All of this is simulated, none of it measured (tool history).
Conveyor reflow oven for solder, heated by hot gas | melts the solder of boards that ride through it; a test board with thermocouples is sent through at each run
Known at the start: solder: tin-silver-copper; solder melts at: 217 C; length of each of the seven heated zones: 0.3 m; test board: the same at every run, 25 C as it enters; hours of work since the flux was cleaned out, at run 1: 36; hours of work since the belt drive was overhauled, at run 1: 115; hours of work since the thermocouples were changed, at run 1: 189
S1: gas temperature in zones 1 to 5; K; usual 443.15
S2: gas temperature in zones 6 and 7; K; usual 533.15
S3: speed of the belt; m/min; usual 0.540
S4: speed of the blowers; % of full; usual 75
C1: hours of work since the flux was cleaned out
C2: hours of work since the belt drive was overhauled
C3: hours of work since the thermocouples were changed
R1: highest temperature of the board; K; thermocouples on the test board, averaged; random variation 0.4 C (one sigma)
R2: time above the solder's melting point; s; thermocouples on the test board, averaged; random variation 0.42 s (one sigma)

run	hour	S1	S2	S3	S4	C1	C2	C3	R1	R2
1	0.0	443.15	533.15	0.540	75	36	115	189	517.65	42.4
2	47.1	443.15	533.15	0.540	75	73	153	227	517.05	42.9
3	93.7	443.15	533.15	0.540	75	110	190	264	516.15	42.4
4	161.2	443.15	533.15	0.625	75	164	243	317	509.75	30.4
5	211.7	438.15	533.15	0.540	75	204	283	358	514.45	38.4
6	257.1	443.15	533.15	0.471	75	240	319	394	519.05	52.4
7	322.6	443.15	533.15	0.540	75	292	371	446	513.75	40.1
# hour 338.7: flux residue cleaned out of gas plates and filters
8	398.4	443.15	533.15	0.540	75	47	428	502	516.65	43.2
9	453.1	430.15	533.15	0.540	75	91	471	545	513.95	36.5
10	487.5	457.15	533.15	0.540	75	118	498	573	517.95	48.8
# hour 496.9: belt drive overhauled, speed set with a stopwatch
11	559.3	443.15	533.15	0.540	75	172	50	627	515.95	42.8
12	619.8	443.15	533.15	0.540	75	220	98	675	515.25	41.7
13	672.6	443.15	533.15	0.540	75	262	140	717	515.15	41.7
# hour 712.4: belt drive overhauled, speed set with a stopwatch, once more
14	719.4	443.15	533.15	0.540	57	296	6	751	510.15	34.4
# hour 728.5: flux residue cleaned out of gas plates and filters
15	765.2	443.15	533.15	0.540	57	29	38	783	511.65	37.3
16	810.7	443.15	533.15	0.540	62	65	74	819	513.55	38.1
# hour 817.7: thermocouples of zones 6 and 7 changed
17	870.1	448.15	542.15	0.540	54	111	120	42	520.45	45.7
18	932.8	443.15	532.15	0.526	75	161	169	91	515.75	43.0
19	974.2	443.15	538.15	0.553	81	194	202	124	520.75	43.7
20	1015.5	443.15	534.15	0.553	81	226	235	157	516.05	41.0
21	1085.8	441.15	540.15	0.521	68	282	291	213	520.15	45.9
# hour 1111.5: flux residue cleaned out of gas plates and filters
22	1150.7	443.15	539.15	0.521	85	31	339	261	525.15	51.4
23	1198.4	443.15	539.15	0.521	85	69	376	298	524.55	51.4
24	1274.2	431.15	533.15	0.540	73	129	437	359	513.35	36.6
25	1337.0	431.15	533.15	0.540	73	179	487	409	513.15	35.9
26	1399.2	447.15	523.15	0.622	53	229	536	458	498.15	14.8
27	1443.8	453.15	540.15	0.528	66	264	571	493	521.35	51.3
# hour 1495.1: flux residue cleaned out of gas plates and filters
28	1522.6	432.15	533.15	0.485	54	22	630	552	513.05	40.6
29	1592.9	432.15	533.15	0.485	54	78	686	608	512.75	41.1

Measured less the same run without the tool's hidden state. The same run-to-run variation is in both; the gauge's scatter may not be:
The hidden state here: heat that the gas passes to the board, % of a clean oven's; belt's true speed, % of the reading; true gas temperature in zones 6 and 7 over the reading, C; drift of the gauge itself on peak_c, C; drift of the gauge itself on liquid_s, %.
run	R1	R2
1	-0.90	-0.7
2	-1.20	-1.1
3	-1.60	-1.4
4	-2.50	-2.4
5	-2.70	-2.7
6	-2.80	-2.6
7	-3.60	-3.5
8	-1.10	-0.5
9	-1.60	-1.2
10	-1.70	-0.8
11	-2.20	-1.1
12	-2.60	-1.6
13	-3.00	-2.1
14	-4.00	-4.7
15	-1.70	-1.6
16	-2.00	-1.9
17	-1.10	-0.8
18	-1.70	-1.5
19	-2.20	-1.7
20	-2.50	-2.3
21	-3.00	-2.5
22	-0.70	+0.0
23	-1.10	-0.3
24	-1.80	-1.5
25	-2.40	-2.1
26	-2.60	-3.9
27	-3.00	-1.7
28	-0.80	+0.1
29	-1.40	-0.6
